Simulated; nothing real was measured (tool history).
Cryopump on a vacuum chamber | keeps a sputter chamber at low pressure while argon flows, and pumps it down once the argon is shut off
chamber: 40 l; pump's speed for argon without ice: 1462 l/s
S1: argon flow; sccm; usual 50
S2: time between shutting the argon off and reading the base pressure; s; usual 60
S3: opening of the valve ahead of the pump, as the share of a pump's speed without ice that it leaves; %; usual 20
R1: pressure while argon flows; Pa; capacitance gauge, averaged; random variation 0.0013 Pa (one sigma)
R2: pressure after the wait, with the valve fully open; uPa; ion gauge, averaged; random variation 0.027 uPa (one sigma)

Run 1, hour 0.0: usual settings. Result: R1 0.2942 Pa, R2 1.31 uPa.
Run 2, hour 19.6: usual settings. Result: R1 0.2921 Pa, R2 1.26 uPa.
Run 3, hour 48.6: usual settings but S1 56 sccm. Result: R1 0.3298 Pa, R2 1.28 uPa.
Run 4, hour 69.1: usual settings but S1 56 sccm. Result: R1 0.3319 Pa, R2 1.32 uPa.
Run 5, hour 93.5: usual settings. Result: R1 0.2955 Pa, R2 1.32 uPa.
Run 6, hour 116.5: usual settings but S2 42 s. Result: R1 0.2962 Pa, R2 1.77 uPa.
Run 7, hour 139.9: usual settings but S2 42 s. Result: R1 0.2965 Pa, R2 1.84 uPa.
Run 8, hour 160.4: usual settings. Result: R1 0.2958 Pa, R2 1.36 uPa.
Run 9, hour 180.3: usual settings but S3 17 %. Result: R1 0.3474 Pa, R2 1.39 uPa.
Run 10, hour 208.7: usual settings but S1 21 sccm. Result: R1 0.1237 Pa, R2 1.41 uPa.
Run 11, hour 235.0: usual settings but S1 21 sccm. Result: R1 0.1240 Pa, R2 1.37 uPa.
Run 12, hour 259.5: usual settings. Result: R1 0.2969 Pa, R2 1.43 uPa.
Run 13, hour 283.8: usual settings but S1 26 sccm. Result: R1 0.1556 Pa, R2 1.43 uPa.
Run 14, hour 304.9: usual settings but S1 26 sccm. Result: R1 0.1551 Pa, R2 1.47 uPa.
At hour 319.9: pump warmed up, emptied and cooled again.
Run 15, hour 341.7: usual settings but S1 26 sccm, S3 18 %. Result: R1 0.1662 Pa, R2 1.39 uPa.
Run 16, hour 363.5: usual settings but S1 26 sccm, S3 18 %. Result: R1 0.1667 Pa, R2 1.42 uPa.
Run 17, hour 391.9: usual settings but S1 26 sccm, S3 18 %. Result: R1 0.1677 Pa, R2 1.47 uPa.
Run 18, hour 404.8: usual settings but S1 79 sccm, S2 207 s. Result: R1 0.4589 Pa, R2 0.70 uPa.
Run 19, hour 424.7: usual settings but S1 51 sccm, S2 121 s, S3 29 %. Result: R1 0.2049 Pa, R2 0.90 uPa.
Run 20, hour 441.8: usual settings but S1 38 sccm, S2 49 s, S3 47 %. Result: R1 0.0965 Pa, R2 1.71 uPa.
Run 21, hour 459.4: usual settings but S1 31 sccm, S2 42 s, S3 47 %. Result: R1 0.0778 Pa, R2 1.92 uPa.
Run 22, hour 488.5: usual settings but S1 31 sccm, S3 53 %. Result: R1 0.0704 Pa, R2 1.50 uPa.
Run 23, hour 507.3: usual settings but S1 72 sccm, S2 184 s, S3 44 %. Result: R1 0.1946 Pa, R2 0.84 uPa.
Run 24, hour 538.4: usual settings but S1 38 sccm, S2 72 s, S3 32 %. Result: R1 0.1402 Pa, R2 1.32 uPa.
Run 25, hour 568.5: usual settings but S1 38 sccm, S2 294 s, S3 54 %. Result: R1 0.0858 Pa, R2 0.70 uPa.
Run 26, hour 586.5: usual settings but S1 76 sccm, S2 182 s. Result: R1 0.4503 Pa, R2 0.85 uPa.
Run 27, hour 616.0: usual settings but S1 24 sccm, S2 44 s, S3 54 %. Result: R1 0.0547 Pa, R2 1.98 uPa.
Run 28, hour 639.3: usual settings but S2 65 s. Result: R1 0.2963 Pa, R2 1.48 uPa.
Run 29, hour 662.1: usual settings but S1 33 sccm, S3 42 %. Result: R1 0.0953 Pa, R2 1.60 uPa.
Run 30, hour 678.0: usual settings but S1 39 sccm, S2 44 s. Result: R1 0.2294 Pa, R2 1.98 uPa.
Run 31, hour 696.9: usual settings but S1 21 sccm, S2 26 s, S3 56 %. Result: R1 0.0459 Pa, R2 2.93 uPa.
Run 32, hour 725.0: usual settings but S2 23 s, S3 19 %. Result: R1 0.3097 Pa, R2 3.40 uPa.
Run 33, hour 738.4: usual settings but S1 30 sccm, S2 96 s, S3 19 %. Result: R1 0.1879 Pa, R2 1.21 uPa.

Some steps in R1 between neighbouring runs. How much of each would the tool show without its hidden state too (settings, what came in, random variation), and how much is left for the hidden state, with any gauge scatter that isn't in both results?
The hidden state here: pump's speed, % of a pump's without ice; cold plate's temperature, K; leak into the chamber, uPa l/s; drift of the gauge itself on working_pa, %; drift of the gauge itself on base_upa, %.
Run 11 -> 12: S1 21 -> 50. R1 +0.1729 Pa: hidden state +0.0052, all else +0.1677.
Run 17 -> 18: S1 26 -> 79, S2 60 -> 207, S3 18 -> 20. R1 +0.2912 Pa: hidden state +0.0028, all else +0.2884.
Run 25 -> 26: S1 38 -> 76, S2 294 -> 182, S3 54 -> 20. R1 +0.3645 Pa: hidden state +0.0044, all else +0.3601.
Run 26 -> 27: S1 76 -> 24, S2 182 -> 44, S3 20 -> 54. R1 -0.3956 Pa: hidden state -0.0054, all else -0.3902.
Run 31 -> 32: S1 21 -> 50, S2 26 -> 23, S3 56 -> 19. R1 +0.2638 Pa: hidden state +0.0048, all else +0.2590.

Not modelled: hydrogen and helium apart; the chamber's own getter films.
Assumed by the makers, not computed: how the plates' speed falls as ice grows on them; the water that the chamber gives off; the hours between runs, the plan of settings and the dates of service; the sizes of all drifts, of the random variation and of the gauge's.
